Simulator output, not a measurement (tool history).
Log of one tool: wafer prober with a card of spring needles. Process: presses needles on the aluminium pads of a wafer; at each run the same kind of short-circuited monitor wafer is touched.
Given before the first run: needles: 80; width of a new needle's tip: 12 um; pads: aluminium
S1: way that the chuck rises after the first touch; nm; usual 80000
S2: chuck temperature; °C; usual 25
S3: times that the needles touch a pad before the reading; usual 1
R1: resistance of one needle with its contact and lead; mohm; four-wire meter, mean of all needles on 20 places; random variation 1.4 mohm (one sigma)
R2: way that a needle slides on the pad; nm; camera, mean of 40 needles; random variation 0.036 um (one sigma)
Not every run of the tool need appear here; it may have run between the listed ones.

run     day     S1   S2  S3   R1     R2
  1   0.000  80000   25   1  137  13270
      1.004  -- tips cleaned on abrasive film
      2.225  -- tips cleaned on abrasive film
      3.438  -- tips cleaned on abrasive film
  2   3.492  80000   79   1  145  13190
      4.517  -- tips cleaned on abrasive film
      5.779  -- tips cleaned on abrasive film
  3   6.062  80000   25   1  140  13260
      7.017  -- tips cleaned on abrasive film
      8.233  -- tips cleaned on abrasive film
  4   9.046  64000   25   1  168  10560
      9.475  -- tips cleaned on abrasive film
     10.675  -- tips cleaned on abrasive film
     11.921  -- tips cleaned on abrasive film
  5  12.000  64000   25   1  142  10480
     13.242  -- tips cleaned on abrasive film
  6  13.529  64000   25   1  155  10470
     14.333  -- tips cleaned on abrasive film, once more
  7  15.262  64000   25   2  151  10480
     15.533  -- tips cleaned on abrasive film
     16.779  -- tips cleaned on abrasive film
     17.896  -- tips cleaned on abrasive film
  8  18.554  64000   25   2  153  10380
     19.004  -- tips cleaned on abrasive film
     20.071  -- tips cleaned on abrasive film
  9  20.800  64000   25   2  153  10370
     21.238  -- tips cleaned on abrasive film
     22.417  -- tips cleaned on abrasive film
 10  22.633  64000   79   2  149  10410
     23.662  -- tips cleaned on abrasive film
     24.946  -- tips cleaned on abrasive film
     26.062  -- tips cleaned on abrasive film
 11  26.421  64000   79   2  157  10320
     27.383  -- tips cleaned on abrasive film
     28.575  -- tips cleaned on abrasive film
     29.267  -- height of the first contact set anew
     29.754  -- tips cleaned on abrasive film
 12  30.104  80000   25   1  148  13350
     31.079  -- tips cleaned on abrasive film
 13  31.912  80000   25   1  156  13350
     32.383  -- tips cleaned on abrasive film
     33.558  -- tips cleaned on abrasive film
 14  33.892  80000   25   1  147  13340
     34.783  -- tips cleaned on abrasive film
     35.862  -- tips cleaned on abrasive film
 15  36.542  80000   25   1  154  13270
     37.079  -- tips cleaned on abrasive film
     38.279  -- tips cleaned on abrasive film
     39.512  -- tips cleaned on abrasive film
 16  40.062  91000   25   1  145  15070
     40.796  -- tips cleaned on abrasive film
     42.062  -- tips cleaned on abrasive film
     43.246  -- tips cleaned on abrasive film
 17  43.488  70000   80   1  157  11530
     44.462  -- tips cleaned on abrasive film
 18  45.262  87000  117   1  165  14320
     45.704  -- tips cleaned on abrasive film
     46.846  -- tips cleaned on abrasive film
 19  47.829  76000   50   1  164  12480
     48.100  -- tips cleaned on abrasive film
     49.325  -- tips cleaned on abrasive film
 20  49.421  80000   90   2  148  13110
     50.542  -- tips cleaned on abrasive film
 21  51.604  80000   48   1  162  13070
     51.767  -- tips cleaned on abrasive film
     52.888  -- tips cleaned on abrasive film
     54.075  -- tips cleaned on abrasive film
 22  54.183  65000   25   1  143  10540
     55.408  -- tips cleaned on abrasive film
 23  55.733  80000   25   1  148  12990
     56.512  -- tips cleaned on abrasive film
     57.667  -- tips cleaned on abrasive film
     58.929  -- tips cleaned on abrasive film
 24  58.971  97000   85   2  140  15820
     60.112  -- tips cleaned on abrasive film
     61.317  -- tips cleaned on abrasive film
 25  61.317  78000   25   3  132  12670
     61.712  -- height of the first contact set anew
     62.417  -- tips cleaned on abrasive film
     63.671  -- tips cleaned on abrasive film
 26  64.417  78000   25   3  138  13020
     64.896  -- tips cleaned on abrasive film
     66.121  -- tips cleaned on abrasive film
 27  67.012  70000   69   2  159  11610
     67.371  -- tips cleaned on abrasive film
     68.629  -- tips cleaned on abrasive film
     69.725  -- tips cleaned on abrasive film
 28  70.171  69000   25   2  147  11440
     71.050  -- tips cleaned on abrasive film
     72.367  -- tips cleaned on abrasive film
 29  72.454  71000   55   1  145  11750

Forecast each of these 5 alternatives for the next run:
     73.475  -- tips cleaned on abrasive film
  A  74.083  71000   55   3   ?   ?
     73.475  -- tips cleaned on abrasive film
  B  74.083  63000   42   1   ?   ?
     73.475  -- tips cleaned on abrasive film
  C  74.083  61000   25   2   ?   ?
     73.475  -- tips cleaned on abrasive film
  D  74.083  71000   96   1   ?   ?
     73.475  -- tips cleaned on abrasive film
  E  74.083  83000  114   2   ?   ?

run   R1     R2
  A  146  11740
  B  174  10390
  C  158  10020
  D  173  11690
  E  157  13620
The same runs, with their run-to-run variation unchanged, on a tool lacking any hidden condition would have given:
run   R1     R2
  A  133  11880
  B  135  10530
  C  131  10160
  D  143  11840
  E  143  13770
